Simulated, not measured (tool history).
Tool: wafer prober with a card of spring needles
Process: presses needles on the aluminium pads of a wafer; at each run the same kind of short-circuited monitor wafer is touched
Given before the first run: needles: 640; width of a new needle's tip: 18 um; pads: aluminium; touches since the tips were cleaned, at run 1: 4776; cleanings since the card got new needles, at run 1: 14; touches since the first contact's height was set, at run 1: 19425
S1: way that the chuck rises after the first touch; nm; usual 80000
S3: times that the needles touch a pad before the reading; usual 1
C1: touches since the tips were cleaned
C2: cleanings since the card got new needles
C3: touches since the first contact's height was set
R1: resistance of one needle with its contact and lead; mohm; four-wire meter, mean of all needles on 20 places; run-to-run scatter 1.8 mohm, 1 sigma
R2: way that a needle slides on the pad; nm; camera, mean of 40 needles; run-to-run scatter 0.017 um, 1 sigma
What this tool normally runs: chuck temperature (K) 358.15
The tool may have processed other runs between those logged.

{"run": 1, "hour": 0.0, "S1": 80000, "chuck temperature (K)": 358.15, "S3": 1, "C1": 4776, "C2": 14, "C3": 19425, "R1": 202, "R2": 14910}
{"hour": 6.7, "done": "tips cleaned on abrasive film"}
{"run": 2, "hour": 8.1, "S1": 80000, "chuck temperature (K)": 358.15, "S3": 1, "C1": 584, "C2": 15, "C3": 22876, "R1": 188, "R2": 14900}
{"run": 3, "hour": 13.8, "S1": 80000, "chuck temperature (K)": 358.15, "S3": 1, "C1": 3086, "C2": 15, "C3": 25378, "R1": 197, "R2": 14910}
{"hour": 24.6, "done": "tips cleaned on abrasive film"}
{"run": 4, "hour": 25.8, "S1": 80000, "chuck temperature (K)": 358.15, "S3": 1, "C1": 500, "C2": 16, "C3": 30493, "R1": 188, "R2": 14910}
{"run": 5, "hour": 35.6, "S1": 80000, "chuck temperature (K)": 358.15, "S3": 1, "C1": 4777, "C2": 16, "C3": 34770, "R1": 198, "R2": 14890}
{"hour": 41.9, "done": "tips cleaned on abrasive film"}
{"run": 6, "hour": 48.4, "S1": 80000, "chuck temperature (K)": 358.15, "S3": 1, "C1": 2792, "C2": 17, "C3": 40233, "R1": 195, "R2": 14860}
{"run": 7, "hour": 56.3, "S1": 80000, "chuck temperature (K)": 358.15, "S3": 1, "C1": 6235, "C2": 17, "C3": 43676, "R1": 200, "R2": 14910}
{"hour": 59.2, "done": "tips cleaned on abrasive film"}
{"run": 8, "hour": 64.5, "S1": 80000, "chuck temperature (K)": 358.15, "S3": 1, "C1": 2305, "C2": 18, "C3": 47193, "R1": 191, "R2": 14880}
{"hour": 76.8, "done": "tips cleaned on abrasive film"}
{"run": 9, "hour": 76.8, "S1": 80000, "chuck temperature (K)": 358.15, "S3": 1, "C1": 0, "C2": 19, "C3": 52472, "R1": 182, "R2": 14860}
{"run": 10, "hour": 83.1, "S1": 80000, "chuck temperature (K)": 302.15, "S3": 1, "C1": 2712, "C2": 19, "C3": 55184, "R1": 184, "R2": 14900}
{"run": 11, "hour": 90.7, "S1": 80000, "chuck temperature (K)": 302.15, "S3": 1, "C1": 6005, "C2": 19, "C3": 58477, "R1": 194, "R2": 14830}
{"hour": 94.6, "done": "tips cleaned on abrasive film"}
{"run": 12, "hour": 103.3, "S1": 80000, "chuck temperature (K)": 358.15, "S3": 3, "C1": 3736, "C2": 20, "C3": 63878, "R1": 188, "R2": 14860}
{"hour": 112.3, "done": "tips cleaned on abrasive film"}
{"run": 13, "hour": 114.2, "S1": 80000, "chuck temperature (K)": 358.15, "S3": 3, "C1": 819, "C2": 21, "C3": 68565, "R1": 186, "R2": 14840}
{"run": 14, "hour": 124.8, "S1": 80000, "chuck temperature (K)": 358.15, "S3": 3, "C1": 5401, "C2": 21, "C3": 73147, "R1": 190, "R2": 14830}
{"hour": 130.1, "done": "tips cleaned on abrasive film"}
{"run": 15, "hour": 134.0, "S1": 80000, "chuck temperature (K)": 358.15, "S3": 1, "C1": 1664, "C2": 22, "C3": 77092, "R1": 192, "R2": 14830}
{"run": 16, "hour": 140.0, "S1": 80000, "chuck temperature (K)": 358.15, "S3": 1, "C1": 4273, "C2": 22, "C3": 79701, "R1": 200, "R2": 14840}
{"hour": 147.3, "done": "tips cleaned on abrasive film"}
{"run": 17, "hour": 149.3, "S1": 80000, "chuck temperature (K)": 358.15, "S3": 1, "C1": 837, "C2": 23, "C3": 83667, "R1": 187, "R2": 14810}
{"run": 18, "hour": 160.0, "S1": 99000, "chuck temperature (K)": 299.15, "S3": 3, "C1": 5474, "C2": 23, "C3": 88304, "R1": 175, "R2": 18360}
{"hour": 165.1, "done": "tips cleaned on abrasive film"}
{"run": 19, "hour": 168.9, "S1": 94000, "chuck temperature (K)": 358.15, "S3": 1, "C1": 1672, "C2": 24, "C3": 92144, "R1": 190, "R2": 17410}
{"run": 20, "hour": 174.4, "S1": 72000, "chuck temperature (K)": 340.15, "S3": 1, "C1": 4033, "C2": 24, "C3": 94505, "R1": 203, "R2": 13290}
{"hour": 175.8, "done": "height of the first contact set anew"}
{"run": 21, "hour": 181.8, "S1": 98000, "chuck temperature (K)": 314.15, "S3": 3, "C1": 7103, "C2": 24, "C3": 2590, "R1": 179, "R2": 18150}
{"hour": 182.5, "done": "tips cleaned on abrasive film"}
{"run": 22, "hour": 190.8, "S1": 69000, "chuck temperature (K)": 343.15, "S3": 2, "C1": 3590, "C2": 25, "C3": 6438, "R1": 192, "R2": 12720}
{"run": 23, "hour": 199.1, "S1": 80000, "chuck temperature (K)": 358.15, "S3": 1, "C1": 7202, "C2": 25, "C3": 10050, "R1": 208, "R2": 14740}
{"hour": 200.1, "done": "tips cleaned on abrasive film"}
{"run": 24, "hour": 210.0, "S1": 69000, "chuck temperature (K)": 299.15, "S3": 1, "C1": 4292, "C2": 26, "C3": 14729, "R1": 195, "R2": 12690}
{"hour": 217.7, "done": "tips cleaned on abrasive film"}
{"run": 25, "hour": 218.0, "S1": 85000, "chuck temperature (K)": 310.15, "S3": 1, "C1": 133, "C2": 27, "C3": 18158, "R1": 179, "R2": 15680}
{"run": 26, "hour": 227.2, "S1": 74000, "chuck temperature (K)": 324.15, "S3": 1, "C1": 4109, "C2": 27, "C3": 22134, "R1": 199, "R2": 13600}
{"hour": 235.2, "done": "tips cleaned on abrasive film"}
{"run": 27, "hour": 235.2, "S1": 75000, "chuck temperature (K)": 310.15, "S3": 2, "C1": 0, "C2": 28, "C3": 25563, "R1": 174, "R2": 13790}
{"hour": 245.8, "done": "height of the first contact set anew, once more"}
{"run": 28, "hour": 246.9, "S1": 94000, "chuck temperature (K)": 347.15, "S3": 1, "C1": 4904, "C2": 28, "C3": 452, "R1": 192, "R2": 17580}
{"hour": 253.1, "done": "tips cleaned on abrasive film"}
{"run": 29, "hour": 258.8, "S1": 64000, "chuck temperature (K)": 378.15, "S3": 1, "C1": 2474, "C2": 29, "C3": 5573, "R1": 207, "R2": 11950}

Alternative continuations, all from the tool just after run 29; predict every row:
{"hour": 270.1, "done": "tips cleaned on abrasive film"}
{"run": "A", "hour": 271.3, "S1": 85000, "chuck temperature (K)": 358.15, "S3": 1, "C1": 486, "C2": 30, "C3": 10935, "R1": "?", "R2": "?"}
{"hour": 270.1, "done": "tips cleaned on abrasive film"}
{"run": "B", "hour": 271.3, "S1": 64000, "chuck temperature (K)": 329.15, "S3": 2, "C1": 486, "C2": 30, "C3": 10935, "R1": "?", "R2": "?"}
{"hour": 270.1, "done": "tips cleaned on abrasive film"}
{"run": "C", "hour": 271.3, "S1": 80000, "chuck temperature (K)": 372.15, "S3": 2, "C1": 486, "C2": 30, "C3": 10935, "R1": "?", "R2": "?"}
{"hour": 270.1, "done": "tips cleaned on abrasive film"}
{"run": "D", "hour": 271.3, "S1": 80000, "chuck temperature (K)": 352.15, "S3": 1, "C1": 486, "C2": 30, "C3": 10935, "R1": "?", "R2": "?"}
{"hour": 270.1, "done": "tips cleaned on abrasive film"}
{"run": "E", "hour": 271.3, "S1": 80000, "chuck temperature (K)": 327.15, "S3": 2, "C1": 486, "C2": 30, "C3": 10935, "R1": "?", "R2": "?"}

run=A R1=187 R2=15870
run=B R1=183 R2=11960
run=C R1=192 R2=14940
run=D R1=188 R2=14950
run=E R1=181 R2=14950
With no hidden state in the tool, these same runs would have given:
run=A R1=183 R2=15890
run=B R1=179 R2=11990
run=C R1=189 R2=14960
run=D R1=184 R2=14980
run=E R1=178 R2=14980

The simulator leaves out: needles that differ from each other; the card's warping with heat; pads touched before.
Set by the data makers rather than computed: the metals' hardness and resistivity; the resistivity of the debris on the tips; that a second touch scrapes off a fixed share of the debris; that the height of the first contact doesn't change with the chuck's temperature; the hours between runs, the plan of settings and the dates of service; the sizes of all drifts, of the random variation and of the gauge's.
